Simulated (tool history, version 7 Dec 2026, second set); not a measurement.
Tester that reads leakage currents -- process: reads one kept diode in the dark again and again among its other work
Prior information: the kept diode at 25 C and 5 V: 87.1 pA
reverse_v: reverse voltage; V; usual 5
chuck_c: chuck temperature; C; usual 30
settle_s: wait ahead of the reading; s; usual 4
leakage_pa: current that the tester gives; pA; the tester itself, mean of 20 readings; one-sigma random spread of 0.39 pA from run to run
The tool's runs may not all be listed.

run,hour,reverse_v,chuck_c,settle_s,leakage_pa
1,0,5,30,4,138.11
2,59.8,5,30,4,137.74
3,127.7,5,30,4,139.35
4,201.9,5,30,3.86,138.73
5,297.3,5,31,4,150.75
6,381.7,5,31,4,150.55
7,500,5,31,4,151.27
8,622.8,5,31,4,151.74
9,745.6,5,30,0.54,142.68
# hour 759.5: probe card cleaned and baked
10,862.1,5,30,4,148.23
11,922.8,5,30,4,148.49
# hour 1036.9: probe card cleaned and baked, once more
12,1042.3,16.61,30,4,256.27
13,1151.4,2.87,28,2.94,82.93
14,1202.2,5,40,4,274.19
15,1287.4,5,40,1.22,272.48
16,1362.7,3.41,22,2.37,57.72
17,1469.1,2.45,22,1.97,48.47
18,1574.7,19.94,40,1.97,603.55
19,1672.8,19.94,32,0.47,343
20,1774.5,5,58,0.72,929.48
21,1882.9,5,58,0.72,927.36
22,1940.4,5,58,0.72,925.96
23,2000,8.52,20,4.12,87.44
# hour 2077.5: chuck's temperature calibrated
24,2104.3,8.52,20,4.12,85.05

Forecast each of these 3 alternatives for the next run:
A,2222.1,5,49,8.14,?
B,2222.1,3.55,20,4.12,?
C,2222.1,1.7,35,4,?

run,leakage_pa
A,502.69
B,50.97
C,103.87
Without the tool's hidden state the same runs would have given:
run,leakage_pa
A,499.66
B,48.3
C,102.75
